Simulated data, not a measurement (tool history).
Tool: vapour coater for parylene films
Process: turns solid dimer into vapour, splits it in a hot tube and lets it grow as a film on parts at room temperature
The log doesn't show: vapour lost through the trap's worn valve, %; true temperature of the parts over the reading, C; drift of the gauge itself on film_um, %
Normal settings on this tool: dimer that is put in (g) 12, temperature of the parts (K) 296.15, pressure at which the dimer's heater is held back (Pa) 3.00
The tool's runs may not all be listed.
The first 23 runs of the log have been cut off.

run,hour,dimer that is put in (g),temperature of the parts (K),pressure at which the dimer's heater is held back (Pa),hours of work since the trap's valve was overhauled,hours of work since the table's thermometer was calibrated,thickness of the film (um)
24,544.4,11,291.15,4.30,454,1222,4.83
# hour 570.8: gauge calibrated
25,570.8,7,288.15,2.99,478,1246,3.12
26,604.3,5,293.15,3.12,508,1276,2.06
27,618.6,5,293.15,3.12,521,1289,2.09
28,635.9,5,293.15,3.12,536,1304,2.09
29,659.3,6,293.15,8.67,557,1325,2.18
30,683.5,6,293.15,8.67,579,1347,2.22
31,699.1,7,305.15,8.67,593,1361,1.73
32,719.4,9,301.15,8.67,611,1379,2.57
33,736.4,8,290.15,2.61,626,1394,3.57
# hour 750.7: trap's valve overhauled
34,761.7,8,290.15,2.61,10,1413,3.60
35,781.8,12,306.15,3.00,28,1431,3.35
36,800.2,12,289.15,3.00,44,1448,5.41
37,825.0,6,297.15,2.03,67,1470,2.35
38,845.7,18,306.15,10.61,85,1489,4.31
39,869.7,12,296.15,11.08,107,1510,4.00
40,899.4,12,296.15,11.08,133,1537,3.91
41,919.1,19,293.15,2.59,151,1554,8.22
42,940.3,12,299.15,6.10,170,1573,3.86
43,967.8,8,296.15,3.00,195,1598,3.09
44,992.8,19,296.15,2.65,217,1621,7.47
45,1011.0,14,294.15,3.70,234,1637,5.65
46,1034.2,12,291.15,3.16,254,1658,5.43

Predict each of these 5 candidate next runs independently; none follows another, all start after run 46:
A,1061.8,10,291.15,3.45,279,1682,?
B,1061.8,20,298.15,3.19,279,1682,?
C,1061.8,12,296.15,7.80,279,1682,?
D,1061.8,5,291.15,2.22,279,1682,?
E,1061.8,6,290.15,3.16,279,1682,?

run,thickness of the film (um)
A,4.46
B,7.30
C,4.16
D,2.29
E,2.74
With the hidden condition removed and each run's random variation left untouched, the same runs would have given:
run,thickness of the film (um)
A,4.35
B,7.13
C,4.06
D,2.23
E,2.67

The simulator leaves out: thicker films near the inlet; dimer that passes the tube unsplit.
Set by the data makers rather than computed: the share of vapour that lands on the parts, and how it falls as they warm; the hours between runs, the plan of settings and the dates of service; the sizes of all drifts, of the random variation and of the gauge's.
